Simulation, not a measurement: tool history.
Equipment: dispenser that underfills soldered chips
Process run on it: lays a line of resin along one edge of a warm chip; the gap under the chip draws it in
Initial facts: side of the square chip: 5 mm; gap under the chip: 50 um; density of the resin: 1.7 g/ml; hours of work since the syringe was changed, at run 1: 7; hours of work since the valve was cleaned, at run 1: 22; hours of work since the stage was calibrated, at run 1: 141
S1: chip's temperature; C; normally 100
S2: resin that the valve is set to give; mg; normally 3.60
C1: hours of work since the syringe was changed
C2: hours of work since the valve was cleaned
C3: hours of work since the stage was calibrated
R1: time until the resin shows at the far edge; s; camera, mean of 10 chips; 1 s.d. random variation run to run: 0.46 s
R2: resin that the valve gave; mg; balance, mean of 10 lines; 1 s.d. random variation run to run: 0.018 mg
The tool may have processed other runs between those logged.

| run | day | S1 | S2 | C1 | C2 | C3 | R1 | R2 |
|---|---|---|---|---|---|---|---|---|
| 1 | 0.000 | 100 | 3.60 | 7 | 22 | 141 | 55.3 | 3.55 |
|  | 0.267 | new syringe of resin |
| 2 | 0.292 | 100 | 3.60 | 0 | 26 | 146 | 36.5 | 3.56 |
| 3 | 0.567 | 99 | 3.60 | 5 | 31 | 150 | 48.9 | 3.55 |
| 4 | 0.775 | 99 | 3.60 | 9 | 35 | 154 | 61.2 | 3.55 |
|  | 0.975 | new syringe of resin |
| 5 | 1.104 | 100 | 3.60 | 2 | 40 | 159 | 40.1 | 3.50 |
| 6 | 1.292 | 100 | 3.60 | 5 | 43 | 162 | 48.1 | 3.52 |
| 7 | 1.483 | 100 | 3.60 | 9 | 46 | 166 | 58.4 | 3.52 |
|  | 1.667 | new syringe of resin |
| 8 | 1.812 | 100 | 3.60 | 3 | 52 | 171 | 40.0 | 3.48 |
| 9 | 2.008 | 100 | 3.60 | 6 | 55 | 174 | 49.5 | 3.49 |
| 10 | 2.183 | 100 | 3.60 | 9 | 58 | 177 | 58.7 | 3.45 |
|  | 2.371 | new syringe of resin |
| 11 | 2.425 | 100 | 3.60 | 1 | 62 | 181 | 37.0 | 3.49 |
| 12 | 2.683 | 100 | 4.29 | 5 | 66 | 186 | 47.1 | 4.13 |
| 13 | 2.854 | 90 | 3.60 | 8 | 69 | 189 | 75.8 | 3.49 |
|  | 3.075 | new syringe of resin |
| 14 | 3.117 | 95 | 3.60 | 1 | 74 | 193 | 40.7 | 3.45 |
| 15 | 3.296 | 95 | 3.60 | 4 | 77 | 196 | 48.9 | 3.48 |
|  | 3.579 | dispensing valve cleaned and set on the balance |
| 16 | 3.579 | 101 | 3.60 | 8 | 0 | 200 | 55.7 | 3.59 |
|  | 3.812 | new syringe of resin |
| 17 | 3.904 | 98 | 3.94 | 2 | 5 | 205 | 39.6 | 3.93 |
| 18 | 4.117 | 109 | 3.13 | 5 | 9 | 209 | 38.1 | 3.12 |
| 19 | 4.292 | 91 | 3.60 | 8 | 12 | 212 | 71.6 | 3.56 |
| 20 | 4.467 | 108 | 3.69 | 11 | 15 | 215 | 56.2 | 3.63 |
|  | 4.508 | new syringe of resin |
| 21 | 4.750 | 92 | 3.16 | 4 | 20 | 220 | 56.9 | 3.13 |
| 22 | 4.942 | 103 | 4.31 | 7 | 23 | 223 | 51.4 | 4.27 |
|  | 5.192 | new syringe of resin |
| 23 | 5.275 | 88 | 3.11 | 1 | 28 | 228 | 51.0 | 3.08 |
| 24 | 5.488 | 98 | 3.11 | 5 | 32 | 232 | 50.2 | 3.02 |
| 25 | 5.800 | 98 | 3.11 | 10 | 37 | 237 | 68.1 | 3.02 |
|  | 5.900 | new syringe of resin |
| 26 | 6.012 | 115 | 4.52 | 2 | 41 | 241 | 25.8 | 4.41 |
| 27 | 6.308 | 97 | 3.22 | 7 | 46 | 246 | 58.1 | 3.12 |
| 28 | 6.442 | 97 | 3.22 | 9 | 48 | 248 | 67.7 | 3.15 |
|  | 6.600 | new syringe of resin |
| 29 | 6.775 | 105 | 3.63 | 3 | 53 | 253 | 36.4 | 3.51 |

What if the next run were any one of these 5? Each begins from the tool's condition after run 29:
| A | 6.962 | 100 | 3.63 | 6 | 57 | 257 | ? | ? |
| B | 6.962 | 104 | 4.09 | 6 | 57 | 257 | ? | ? |
| C | 6.962 | 103 | 4.58 | 6 | 57 | 257 | ? | ? |
| D | 6.962 | 96 | 3.63 | 6 | 57 | 257 | ? | ? |
| E | 6.962 | 114 | 3.63 | 6 | 57 | 257 | ? | ? |

| run | R1 | R2 |
|---|---|---|
| A | 50.2 | 3.52 |
| B | 45.1 | 3.96 |
| C | 46.2 | 4.42 |
| D | 55.5 | 3.52 |
| E | 36.0 | 3.52 |
Without the tool's unlogged condition, the same runs would have read:
| run | R1 | R2 |
|---|---|---|
| A | 35.3 | 3.64 |
| B | 31.7 | 4.10 |
| C | 32.7 | 4.58 |
| D | 38.9 | 3.65 |
| E | 25.3 | 3.64 |

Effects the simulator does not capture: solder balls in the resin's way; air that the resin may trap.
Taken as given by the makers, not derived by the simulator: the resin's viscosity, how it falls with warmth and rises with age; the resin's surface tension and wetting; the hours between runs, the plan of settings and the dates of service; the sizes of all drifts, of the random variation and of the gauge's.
